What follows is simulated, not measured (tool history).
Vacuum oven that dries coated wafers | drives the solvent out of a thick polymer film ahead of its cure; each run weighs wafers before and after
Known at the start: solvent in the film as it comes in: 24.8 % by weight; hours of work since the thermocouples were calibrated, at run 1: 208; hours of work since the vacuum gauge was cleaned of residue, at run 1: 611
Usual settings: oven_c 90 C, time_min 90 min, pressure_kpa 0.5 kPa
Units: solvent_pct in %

| run | hour | oven_c | time_min | pressure_kpa | hours of work since the thermocouples were calibrated | hours of work since the vacuum gauge was cleaned of residue | solvent_pct |
|---|---|---|---|---|---|---|---|
| 1 | 0 | 90 | 90 | 0.5 | 208 | 611 | 4.21 |
| 2 | 37.6 | 90 | 90 | 0.5 | 231 | 633 | 4.21 |
| 3 | 70.3 | 90 | 90 | 0.906 | 250 | 653 | 4.35 |
| 4 | 94.5 | 90 | 90 | 0.5 | 265 | 668 | 4.28 |
| 5 | 138.8 | 90 | 90 | 0.5 | 292 | 694 | 4.05 |
| 6 | 162 | 100 | 90 | 0.5 | 306 | 708 | 1.34 |
| 7 | 184.7 | 90 | 90 | 0.589 | 319 | 722 | 4.21 |
| 8 | 218.8 | 90 | 90 | 0.589 | 340 | 743 | 4.25 |
| 9 | 251.4 | 90 | 90 | 0.589 | 360 | 762 | 4.11 |
| 10 | 296.4 | 90 | 90 | 0.589 | 387 | 790 | 4.25 |
| 11 | 335.4 | 90 | 90 | 0.589 | 411 | 813 | 4.15 |
| 12 | 378.3 | 90 | 90 | 0.589 | 436 | 839 | 4.18 |
| 13 | 421.2 | 90 | 90 | 0.589 | 462 | 865 | 4.27 |
| 14 | 440.8 | 90 | 90 | 0.589 | 474 | 877 | 4.2 |
| 15 | 464 | 90 | 90 | 0.424 | 488 | 891 | 4.18 |
| 16 | 490.7 | 90 | 90 | 0.424 | 504 | 907 | 4.19 |
| 17 | 514.6 | 90 | 90 | 0.5 | 519 | 922 | 4.21 |
| 18 | 545.5 | 84 | 90 | 0.5 | 538 | 940 | 6.68 |
| 19 | 587.5 | 84 | 90 | 0.5 | 563 | 966 | 6.69 |
| 20 | 611.8 | 90 | 90 | 0.5 | 578 | 980 | 4.36 |
| 21 | 647 | 90 | 90 | 0.5 | 599 | 1002 | 4.16 |
| 22 | 672.8 | 90 | 90 | 0.5 | 614 | 1017 | 4.14 |
| 23 | 702 | 90 | 90 | 0.5 | 632 | 1035 | 4.2 |
| 24 | 729.3 | 90 | 90 | 0.5 | 649 | 1051 | 4 |
| 25 | 767.1 | 90 | 90 | 0.5 | 671 | 1074 | 4.2 |
| 26 | 810.7 | 90 | 52 | 0.5 | 698 | 1101 | 8.15 |
| 27 | 845 | 90 | 85 | 0.345 | 719 | 1121 | 4.46 |
| 28 | 868.1 | 90 | 85 | 0.345 | 733 | 1135 | 4.48 |
| 29 | 901.1 | 91 | 133 | 0.345 | 753 | 1155 | 1.82 |
| 30 | 938.3 | 96 | 119 | 1.503 | 775 | 1178 | 1.62 |
| 31 | 983.5 | 84 | 87 | 1.813 | 802 | 1205 | 7.51 |
| 32 | 1015.7 | 99 | 90 | 0.5 | 822 | 1224 | 1.55 |
| 33 | 1061 | 99 | 90 | 0.5 | 849 | 1252 | 1.69 |
| 34 | 1091.1 | 90 | 154 | 0.5 | 867 | 1270 | 1.54 |
| 35 | 1115.5 | 90 | 154 | 0.5 | 882 | 1285 | 1.56 |
| 36 | 1159.9 | 90 | 103 | 1.62 | 909 | 1312 | 3.85 |
| 37 | 1203.9 | 76 | 107 | 0.5 | 935 | 1338 | 8.98 |
| 38 | 1223.4 | 76 | 95 | 0.619 | 947 | 1350 | 9.77 |
| 39 | 1265.1 | 104 | 127 | 0.619 | 972 | 1375 | 0.34 |
| 40 | 1309.4 | 98 | 125 | 0.372 | 999 | 1402 | 0.71 |
| 41 | 1353 | 98 | 125 | 0.505 | 1026 | 1428 | 0.89 |
| 42 | 1380.2 | 98 | 125 | 0.505 | 1042 | 1445 | 0.74 |
| 43 | 1414.7 | 103 | 78 | 0.5 | 1063 | 1466 | 1.31 |
| 44 | 1457.7 | 92 | 78 | 0.281 | 1089 | 1492 | 4.3 |
| 45 | 1477.9 | 92 | 78 | 0.281 | 1101 | 1504 | 4.29 |
| 46 | 1512.9 | 99 | 144 | 0.92 | 1122 | 1525 | 0.64 |
| 47 | 1550.5 | 101 | 144 | 0.856 | 1145 | 1548 | 0.47 |

3 ways to go on from here, each from the tool as it stands after run 47. What would each give?
|  | 1566.3 | oven's thermocouples calibrated |
| A | 1582.7 | 94 | 101 | 0.741 | 10 | 1566 | ? |
|  | 1566.3 | oven's thermocouples calibrated |
| B | 1582.7 | 79 | 90 | 0.679 | 10 | 1566 | ? |
|  | 1566.3 | oven's thermocouples calibrated |
| C | 1582.7 | 101 | 144 | 0.433 | 10 | 1566 | ? |

| run | solvent_pct |
|---|---|
| A | 2.33 |
| B | 8.92 |
| C | 0.28 |
Without the tool's hidden state the same runs would have given:
| run | solvent_pct |
|---|---|
| A | 2.32 |
| B | 8.9 |
| C | 0.28 |
